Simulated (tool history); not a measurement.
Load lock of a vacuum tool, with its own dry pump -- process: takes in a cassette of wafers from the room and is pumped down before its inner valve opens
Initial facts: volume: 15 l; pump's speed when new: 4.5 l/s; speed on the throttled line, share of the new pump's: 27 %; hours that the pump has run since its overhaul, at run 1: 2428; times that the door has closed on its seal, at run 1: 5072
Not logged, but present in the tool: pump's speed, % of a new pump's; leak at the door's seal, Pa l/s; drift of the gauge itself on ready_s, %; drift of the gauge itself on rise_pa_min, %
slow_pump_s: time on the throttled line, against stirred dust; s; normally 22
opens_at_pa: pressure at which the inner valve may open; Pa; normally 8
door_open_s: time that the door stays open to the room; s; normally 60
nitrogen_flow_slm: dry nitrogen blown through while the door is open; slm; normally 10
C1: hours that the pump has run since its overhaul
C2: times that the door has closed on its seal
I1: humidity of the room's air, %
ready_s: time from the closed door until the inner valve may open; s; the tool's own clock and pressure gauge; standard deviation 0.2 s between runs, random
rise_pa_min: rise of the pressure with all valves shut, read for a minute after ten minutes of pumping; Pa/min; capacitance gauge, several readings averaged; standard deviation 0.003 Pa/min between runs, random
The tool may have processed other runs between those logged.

{"run": 1, "hour": 0.0, "slow_pump_s": 22, "opens_at_pa": 8, "door_open_s": 60, "nitrogen_flow_slm": 10, "C1": 2428, "C2": 5072, "I1": 44.7, "ready_s": 47.5, "rise_pa_min": 0.041}
{"run": 2, "hour": 327.2, "slow_pump_s": 22, "opens_at_pa": 8, "door_open_s": 60, "nitrogen_flow_slm": 10, "C1": 2756, "C2": 5471, "I1": 48.6, "ready_s": 47.6, "rise_pa_min": 0.039}
{"run": 3, "hour": 859.9, "slow_pump_s": 22, "opens_at_pa": 8, "door_open_s": 60, "nitrogen_flow_slm": 10, "C1": 3288, "C2": 6121, "I1": 47.5, "ready_s": 47.6, "rise_pa_min": 0.044}
{"run": 4, "hour": 1335.1, "slow_pump_s": 22, "opens_at_pa": 8, "door_open_s": 60, "nitrogen_flow_slm": 10, "C1": 3764, "C2": 6701, "I1": 46.8, "ready_s": 47.6, "rise_pa_min": 0.041}
{"run": 5, "hour": 1747.1, "slow_pump_s": 22, "opens_at_pa": 8, "door_open_s": 60, "nitrogen_flow_slm": 10, "C1": 4176, "C2": 7204, "I1": 47.2, "ready_s": 47.9, "rise_pa_min": 0.043}
{"run": 6, "hour": 2116.7, "slow_pump_s": 12, "opens_at_pa": 8, "door_open_s": 60, "nitrogen_flow_slm": 10, "C1": 4545, "C2": 7655, "I1": 46.6, "ready_s": 40.2, "rise_pa_min": 0.041}
{"run": 7, "hour": 2472.2, "slow_pump_s": 12, "opens_at_pa": 8, "door_open_s": 78, "nitrogen_flow_slm": 10, "C1": 4901, "C2": 8089, "I1": 45.0, "ready_s": 40.6, "rise_pa_min": 0.044}
{"run": 8, "hour": 2792.3, "slow_pump_s": 22, "opens_at_pa": 8, "door_open_s": 60, "nitrogen_flow_slm": 4, "C1": 5221, "C2": 8479, "I1": 43.6, "ready_s": 47.6, "rise_pa_min": 0.046}
{"run": 9, "hour": 3367.3, "slow_pump_s": 22, "opens_at_pa": 8, "door_open_s": 60, "nitrogen_flow_slm": 4, "C1": 5796, "C2": 9181, "I1": 45.4, "ready_s": 47.5, "rise_pa_min": 0.053}
{"run": 10, "hour": 3856.4, "slow_pump_s": 22, "opens_at_pa": 8, "door_open_s": 60, "nitrogen_flow_slm": 4, "C1": 6285, "C2": 9778, "I1": 41.7, "ready_s": 47.8, "rise_pa_min": 0.052}
{"run": 11, "hour": 4336.6, "slow_pump_s": 22, "opens_at_pa": 8, "door_open_s": 60, "nitrogen_flow_slm": 4, "C1": 6765, "C2": 10364, "I1": 42.5, "ready_s": 47.5, "rise_pa_min": 0.05}
{"run": 12, "hour": 4597.3, "slow_pump_s": 22, "opens_at_pa": 8, "door_open_s": 60, "nitrogen_flow_slm": 4, "C1": 7026, "C2": 10682, "I1": 46.7, "ready_s": 47.8, "rise_pa_min": 0.055}
{"run": 13, "hour": 4879.9, "slow_pump_s": 22, "opens_at_pa": 8, "door_open_s": 60, "nitrogen_flow_slm": 4, "C1": 7308, "C2": 11027, "I1": 44.2, "ready_s": 47.7, "rise_pa_min": 0.052}
{"run": 14, "hour": 5442.2, "slow_pump_s": 22, "opens_at_pa": 10, "door_open_s": 71, "nitrogen_flow_slm": 10, "C1": 7871, "C2": 11714, "I1": 47.7, "ready_s": 46.7, "rise_pa_min": 0.044}
{"run": 15, "hour": 5933.5, "slow_pump_s": 22, "opens_at_pa": 10, "door_open_s": 70, "nitrogen_flow_slm": 32, "C1": 8362, "C2": 12313, "I1": 46.5, "ready_s": 47.2, "rise_pa_min": 0.027}
{"run": 16, "hour": 6256.9, "slow_pump_s": 34, "opens_at_pa": 8, "door_open_s": 72, "nitrogen_flow_slm": 26, "C1": 8685, "C2": 12708, "I1": 43.3, "ready_s": 56.2, "rise_pa_min": 0.031}
{"run": 17, "hour": 6683.0, "slow_pump_s": 22, "opens_at_pa": 13, "door_open_s": 60, "nitrogen_flow_slm": 10, "C1": 9111, "C2": 13228, "I1": 43.5, "ready_s": 46.1, "rise_pa_min": 0.042}
{"run": 18, "hour": 6969.7, "slow_pump_s": 22, "opens_at_pa": 13, "door_open_s": 60, "nitrogen_flow_slm": 10, "C1": 9398, "C2": 13578, "I1": 44.3, "ready_s": 45.8, "rise_pa_min": 0.044}
{"run": 19, "hour": 7295.1, "slow_pump_s": 22, "opens_at_pa": 8, "door_open_s": 60, "nitrogen_flow_slm": 10, "C1": 9724, "C2": 13975, "I1": 44.2, "ready_s": 47.6, "rise_pa_min": 0.039}
{"run": 20, "hour": 7696.0, "slow_pump_s": 22, "opens_at_pa": 9, "door_open_s": 28, "nitrogen_flow_slm": 10, "C1": 10124, "C2": 14464, "I1": 46.9, "ready_s": 47.4, "rise_pa_min": 0.034}
{"run": 21, "hour": 8276.0, "slow_pump_s": 22, "opens_at_pa": 9, "door_open_s": 28, "nitrogen_flow_slm": 10, "C1": 10705, "C2": 15172, "I1": 43.1, "ready_s": 47.1, "rise_pa_min": 0.027}
{"run": 22, "hour": 8625.7, "slow_pump_s": 22, "opens_at_pa": 10, "door_open_s": 111, "nitrogen_flow_slm": 10, "C1": 11054, "C2": 15599, "I1": 48.8, "ready_s": 47.1, "rise_pa_min": 0.056}
{"run": 23, "hour": 9072.2, "slow_pump_s": 22, "opens_at_pa": 10, "door_open_s": 111, "nitrogen_flow_slm": 10, "C1": 11501, "C2": 16144, "I1": 47.7, "ready_s": 47.1, "rise_pa_min": 0.056}
{"run": 24, "hour": 9450.6, "slow_pump_s": 22, "opens_at_pa": 10, "door_open_s": 111, "nitrogen_flow_slm": 10, "C1": 11879, "C2": 16606, "I1": 44.8, "ready_s": 47.3, "rise_pa_min": 0.045}
{"run": 25, "hour": 9834.5, "slow_pump_s": 22, "opens_at_pa": 14, "door_open_s": 60, "nitrogen_flow_slm": 10, "C1": 12263, "C2": 17074, "I1": 41.7, "ready_s": 45.5, "rise_pa_min": 0.038}

Forecast each of these 3 alternatives for the next run:
{"run": "A", "hour": 10086.9, "slow_pump_s": 22, "opens_at_pa": 11, "door_open_s": 45, "nitrogen_flow_slm": 13, "C1": 12515, "C2": 17382, "I1": 48.7, "ready_s": "?", "rise_pa_min": "?"}
{"run": "B", "hour": 10086.9, "slow_pump_s": 21, "opens_at_pa": 14, "door_open_s": 31, "nitrogen_flow_slm": 10, "C1": 12515, "C2": 17382, "I1": 44.9, "ready_s": "?", "rise_pa_min": "?"}
{"run": "C", "hour": 10086.9, "slow_pump_s": 22, "opens_at_pa": 11, "door_open_s": 123, "nitrogen_flow_slm": 10, "C1": 12515, "C2": 17382, "I1": 42.8, "ready_s": "?", "rise_pa_min": "?"}

run=A ready_s=46.8 rise_pa_min=0.033
run=B ready_s=44.9 rise_pa_min=0.029
run=C ready_s=46.6 rise_pa_min=0.058
What these runs would have given with no unlogged condition in the tool:
run=A ready_s=46.8 rise_pa_min=0.033
run=B ready_s=44.9 rise_pa_min=0.029
run=C ready_s=46.6 rise_pa_min=0.058

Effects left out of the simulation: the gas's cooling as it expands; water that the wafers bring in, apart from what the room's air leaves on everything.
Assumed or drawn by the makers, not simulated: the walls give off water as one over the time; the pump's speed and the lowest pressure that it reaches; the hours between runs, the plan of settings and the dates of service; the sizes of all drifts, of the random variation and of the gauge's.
